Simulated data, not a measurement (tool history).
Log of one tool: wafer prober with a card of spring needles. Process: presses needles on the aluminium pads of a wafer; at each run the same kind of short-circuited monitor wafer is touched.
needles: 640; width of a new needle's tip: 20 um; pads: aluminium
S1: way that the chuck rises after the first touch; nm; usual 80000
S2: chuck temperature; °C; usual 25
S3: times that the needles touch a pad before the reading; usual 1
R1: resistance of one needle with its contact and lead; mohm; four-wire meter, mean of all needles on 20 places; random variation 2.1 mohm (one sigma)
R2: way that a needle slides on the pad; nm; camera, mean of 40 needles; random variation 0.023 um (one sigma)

| run | hour | S1 | S2 | S3 | R1 | R2 |
|---|---|---|---|---|---|---|
| 1 | 0 | 80000 | 25 | 1 | 239 | 10690 |
|  | 5.4 | tips cleaned on abrasive film |
|  | 12.1 | tips cleaned on abrasive film |
|  | 18.7 | tips cleaned on abrasive film |
|  | 25.4 | tips cleaned on abrasive film |
|  | 32.1 | tips cleaned on abrasive film |
|  | 38.8 | tips cleaned on abrasive film |
| 2 | 41.2 | 80000 | 25 | 1 | 246 | 10630 |
|  | 45.2 | tips cleaned on abrasive film |
|  | 51.9 | tips cleaned on abrasive film |
|  | 57.3 | tips cleaned on abrasive film |
|  | 64 | tips cleaned on abrasive film |
|  | 70.6 | tips cleaned on abrasive film |
|  | 77.3 | tips cleaned on abrasive film |
|  | 84 | tips cleaned on abrasive film |
|  | 89.4 | tips cleaned on abrasive film |
|  | 94.8 | tips cleaned on abrasive film |
|  | 101.4 | tips cleaned on abrasive film |
| 3 | 101.5 | 79000 | 25 | 1 | 238 | 10360 |
|  | 106.9 | tips cleaned on abrasive film |
|  | 113.6 | tips cleaned on abrasive film |
|  | 120.3 | tips cleaned on abrasive film |
|  | 127 | tips cleaned on abrasive film |
|  | 133.7 | tips cleaned on abrasive film |
|  | 139 | tips cleaned on abrasive film |
|  | 145.7 | tips cleaned on abrasive film |
|  | 152.4 | tips cleaned on abrasive film |
| 4 | 155.8 | 79000 | 25 | 1 | 253 | 10290 |
|  | 158.5 | tips cleaned on abrasive film |
|  | 165.2 | tips cleaned on abrasive film |
|  | 171.9 | tips cleaned on abrasive film |
|  | 177.3 | tips cleaned on abrasive film |
|  | 184 | tips cleaned on abrasive film |
|  | 190.6 | tips cleaned on abrasive film |
|  | 197.3 | tips cleaned on abrasive film |
|  | 204 | tips cleaned on abrasive film |
|  | 209.4 | tips cleaned on abrasive film |
|  | 216.1 | tips cleaned on abrasive film |
|  | 222.8 | tips cleaned on abrasive film |
|  | 229.4 | tips cleaned on abrasive film |
|  | 236.1 | tips cleaned on abrasive film |
| 5 | 240.4 | 65000 | 25 | 1 | 273 | 8290 |
|  | 241.8 | tips cleaned on abrasive film |
|  | 247.2 | tips cleaned on abrasive film |
|  | 253.8 | tips cleaned on abrasive film |
|  | 260.5 | tips cleaned on abrasive film |
|  | 263.5 | height of the first contact set anew |
|  | 266.2 | tips cleaned on abrasive film |
|  | 272.9 | tips cleaned on abrasive film |
|  | 278.3 | tips cleaned on abrasive film |
|  | 284.9 | tips cleaned on abrasive film |
|  | 290.3 | tips cleaned on abrasive film |
|  | 297 | tips cleaned on abrasive film |
| 6 | 298.4 | 65000 | 25 | 1 | 250 | 8660 |
|  | 302.4 | tips cleaned on abrasive film |
|  | 309.1 | tips cleaned on abrasive film |
|  | 315.8 | tips cleaned on abrasive film |
|  | 322.5 | tips cleaned on abrasive film |
|  | 327.8 | tips cleaned on abrasive film |
|  | 333.2 | tips cleaned on abrasive film |
|  | 339.9 | tips cleaned on abrasive film |
|  | 346.6 | tips cleaned on abrasive film |
|  | 352 | tips cleaned on abrasive film |
|  | 358.6 | tips cleaned on abrasive film |
|  | 364 | tips cleaned on abrasive film |
|  | 370.7 | tips cleaned on abrasive film |
|  | 376.1 | tips cleaned on abrasive film |
|  | 382.2 | tips cleaned on abrasive film |
| 7 | 382.2 | 65000 | 25 | 1 | 240 | 8500 |
|  | 388.9 | tips cleaned on abrasive film |
|  | 395.6 | tips cleaned on abrasive film |
|  | 402.3 | tips cleaned on abrasive film |
|  | 409 | tips cleaned on abrasive film |
|  | 415.7 | tips cleaned on abrasive film |
|  | 422.4 | tips cleaned on abrasive film |
|  | 429 | tips cleaned on abrasive film |
|  | 435.7 | tips cleaned on abrasive film |
|  | 442.4 | tips cleaned on abrasive film |
|  | 447.8 | tips cleaned on abrasive film |
|  | 454.5 | tips cleaned on abrasive film |
|  | 461.2 | tips cleaned on abrasive film |
| 8 | 462.3 | 80000 | 25 | 1 | 244 | 10380 |
|  | 467.6 | tips cleaned on abrasive film |
|  | 474.3 | tips cleaned on abrasive film |
|  | 481 | tips cleaned on abrasive film |
|  | 487.7 | tips cleaned on abrasive film |
|  | 493.1 | tips cleaned on abrasive film |
|  | 499.8 | tips cleaned on abrasive film |
|  | 505.1 | tips cleaned on abrasive film |
|  | 511.8 | tips cleaned on abrasive film |
| 9 | 516.2 | 64000 | 25 | 1 | 277 | 8150 |
|  | 517.6 | tips cleaned on abrasive film |
|  | 523 | tips cleaned on abrasive film |
|  | 529.7 | tips cleaned on abrasive film |
|  | 530 | height of the first contact set anew |
|  | 536.6 | tips cleaned on abrasive film |
|  | 543.3 | tips cleaned on abrasive film |
|  | 550 | tips cleaned on abrasive film |
|  | 555.4 | tips cleaned on abrasive film |
|  | 562.1 | tips cleaned on abrasive film |
|  | 567.4 | tips cleaned on abrasive film |
| 10 | 567.8 | 64000 | 25 | 1 | 242 | 8530 |
|  | 573.2 | tips cleaned on abrasive film |
|  | 579.8 | tips cleaned on abrasive film |
|  | 586.5 | tips cleaned on abrasive film |
|  | 593.2 | tips cleaned on abrasive film |
|  | 599.9 | tips cleaned on abrasive film |
|  | 605.3 | tips cleaned on abrasive film |
|  | 612 | tips cleaned on abrasive film |
|  | 617.3 | tips cleaned on abrasive film |
|  | 624 | tips cleaned on abrasive film |
|  | 630.7 | tips cleaned on abrasive film |
| 11 | 634.7 | 87000 | 42 | 2 | 246 | 11460 |
|  | 636.1 | tips cleaned on abrasive film |
|  | 641.5 | tips cleaned on abrasive film |
|  | 648.2 | tips cleaned on abrasive film |
|  | 654.9 | tips cleaned on abrasive film |
|  | 661.6 | tips cleaned on abrasive film |
|  | 668.3 | tips cleaned on abrasive film |
|  | 673.6 | tips cleaned on abrasive film |
|  | 680.3 | tips cleaned on abrasive film |
|  | 685.7 | tips cleaned on abrasive film |
|  | 692.4 | tips cleaned on abrasive film |
|  | 699 | tips cleaned on abrasive film |
|  | 705.7 | tips cleaned on abrasive film |
|  | 712.4 | tips cleaned on abrasive film |
|  | 719.1 | tips cleaned on abrasive film |
|  | 725.8 | tips cleaned on abrasive film |
|  | 731.2 | tips cleaned on abrasive film |
| 12 | 734.6 | 89000 | 25 | 1 | 252 | 11490 |
|  | 737.3 | tips cleaned on abrasive film |
|  | 744 | tips cleaned on abrasive film |
|  | 756 | card fitted with new needles |
|  | 761.3 | tips cleaned on abrasive film |
|  | 768 | tips cleaned on abrasive film |
|  | 774.7 | tips cleaned on abrasive film |
|  | 781.4 | tips cleaned on abrasive film |
|  | 787.7 | tips cleaned on abrasive film |
| 13 | 787.7 | 66000 | 48 | 1 | 245 | 8760 |
|  | 794.4 | tips cleaned on abrasive film |
|  | 799.8 | tips cleaned on abrasive film |
|  | 806.5 | tips cleaned on abrasive film |
|  | 811.9 | tips cleaned on abrasive film |
|  | 818.5 | tips cleaned on abrasive film |
|  | 823.9 | tips cleaned on abrasive film |
|  | 830.6 | tips cleaned on abrasive film |
|  | 836 | tips cleaned on abrasive film |
|  | 842.7 | tips cleaned on abrasive film |
|  | 849.3 | tips cleaned on abrasive film |
|  | 856 | tips cleaned on abrasive film |
|  | 862.7 | tips cleaned on abrasive film |
| 14 | 864 | 98000 | 48 | 1 | 245 | 12980 |
|  | 869.4 | tips cleaned on abrasive film |
|  | 876.1 | tips cleaned on abrasive film |
|  | 881.4 | tips cleaned on abrasive film |
|  | 888.1 | tips cleaned on abrasive film |
|  | 894.8 | tips cleaned on abrasive film |
|  | 901.5 | tips cleaned on abrasive film |
|  | 906.9 | tips cleaned on abrasive film |
|  | 913.5 | tips cleaned on abrasive film |
|  | 920.2 | tips cleaned on abrasive film |
|  | 926.9 | tips cleaned on abrasive film |
|  | 933.6 | tips cleaned on abrasive film |
|  | 940.3 | tips cleaned on abrasive film |
| 15 | 944.8 | 80000 | 27 | 1 | 257 | 10390 |
|  | 946.2 | tips cleaned on abrasive film |
|  | 952.9 | tips cleaned on abrasive film |
|  | 959.5 | tips cleaned on abrasive film |
|  | 966.2 | tips cleaned on abrasive film |
|  | 971.6 | tips cleaned on abrasive film |
|  | 978.3 | tips cleaned on abrasive film |
|  | 985 | tips cleaned on abrasive film |
| 16 | 986.4 | 80000 | 27 | 1 | 248 | 10300 |
|  | 990.4 | tips cleaned on abrasive film |
|  | 997.1 | tips cleaned on abrasive film |
|  | 1003.8 | tips cleaned on abrasive film |
|  | 1010.5 | tips cleaned on abrasive film |
|  | 1017.2 | tips cleaned on abrasive film |
|  | 1021.4 | height of the first contact set anew |
|  | 1022.9 | tips cleaned on abrasive film |
|  | 1029.6 | tips cleaned on abrasive film |
|  | 1036.2 | tips cleaned on abrasive film |
|  | 1042.9 | tips cleaned on abrasive film |
|  | 1049.6 | tips cleaned on abrasive film |
|  | 1055 | tips cleaned on abrasive film |
| 17 | 1055.5 | 80000 | 30 | 2 | 241 | 10580 |
|  | 1060.8 | tips cleaned on abrasive film |
|  | 1067.5 | tips cleaned on abrasive film |
|  | 1074.2 | tips cleaned on abrasive film |
|  | 1079.6 | tips cleaned on abrasive film |
|  | 1086.3 | tips cleaned on abrasive film |
|  | 1092.9 | tips cleaned on abrasive film |
|  | 1099.6 | tips cleaned on abrasive film |
| 18 | 1100.4 | 80000 | 30 | 3 | 234 | 10560 |

3 ways to go on from here, each from the tool as it stands after run 18. What would each give?
|  | 1105.8 | tips cleaned on abrasive film |
|  | 1111.1 | tips cleaned on abrasive film |
|  | 1117.8 | tips cleaned on abrasive film |
|  | 1124.5 | tips cleaned on abrasive film |
|  | 1131.2 | tips cleaned on abrasive film |
|  | 1137.9 | tips cleaned on abrasive film |
|  | 1144.6 | tips cleaned on abrasive film |
|  | 1149.9 | tips cleaned on abrasive film |
|  | 1156.6 | tips cleaned on abrasive film |
|  | 1163.3 | tips cleaned on abrasive film |
|  | 1170 | tips cleaned on abrasive film |
|  | 1175.4 | tips cleaned on abrasive film |
|  | 1182.1 | tips cleaned on abrasive film |
| A | 1184.3 | 80000 | 30 | 1 | ? | ? |
|  | 1105.8 | tips cleaned on abrasive film |
|  | 1111.1 | tips cleaned on abrasive film |
|  | 1117.8 | tips cleaned on abrasive film |
|  | 1124.5 | tips cleaned on abrasive film |
|  | 1131.2 | tips cleaned on abrasive film |
|  | 1137.9 | tips cleaned on abrasive film |
|  | 1144.6 | tips cleaned on abrasive film |
|  | 1149.9 | tips cleaned on abrasive film |
|  | 1156.6 | tips cleaned on abrasive film |
|  | 1163.3 | tips cleaned on abrasive film |
|  | 1170 | tips cleaned on abrasive film |
|  | 1175.4 | tips cleaned on abrasive film |
|  | 1182.1 | tips cleaned on abrasive film |
| B | 1184.3 | 71000 | 25 | 1 | ? | ? |
|  | 1105.8 | tips cleaned on abrasive film |
|  | 1111.1 | tips cleaned on abrasive film |
|  | 1117.8 | tips cleaned on abrasive film |
|  | 1124.5 | tips cleaned on abrasive film |
|  | 1131.2 | tips cleaned on abrasive film |
|  | 1137.9 | tips cleaned on abrasive film |
|  | 1144.6 | tips cleaned on abrasive film |
|  | 1149.9 | tips cleaned on abrasive film |
|  | 1156.6 | tips cleaned on abrasive film |
|  | 1163.3 | tips cleaned on abrasive film |
|  | 1170 | tips cleaned on abrasive film |
|  | 1175.4 | tips cleaned on abrasive film |
|  | 1182.1 | tips cleaned on abrasive film |
| C | 1184.3 | 71000 | 25 | 2 | ? | ? |

| run | R1 | R2 |
|---|---|---|
| A | 253 | 10390 |
| B | 255 | 9210 |
| C | 246 | 9170 |
Without the tool's hidden state the same runs would have given:
| run | R1 | R2 |
|---|---|---|
| A | 237 | 10670 |
| B | 235 | 9490 |
| C | 233 | 9450 |

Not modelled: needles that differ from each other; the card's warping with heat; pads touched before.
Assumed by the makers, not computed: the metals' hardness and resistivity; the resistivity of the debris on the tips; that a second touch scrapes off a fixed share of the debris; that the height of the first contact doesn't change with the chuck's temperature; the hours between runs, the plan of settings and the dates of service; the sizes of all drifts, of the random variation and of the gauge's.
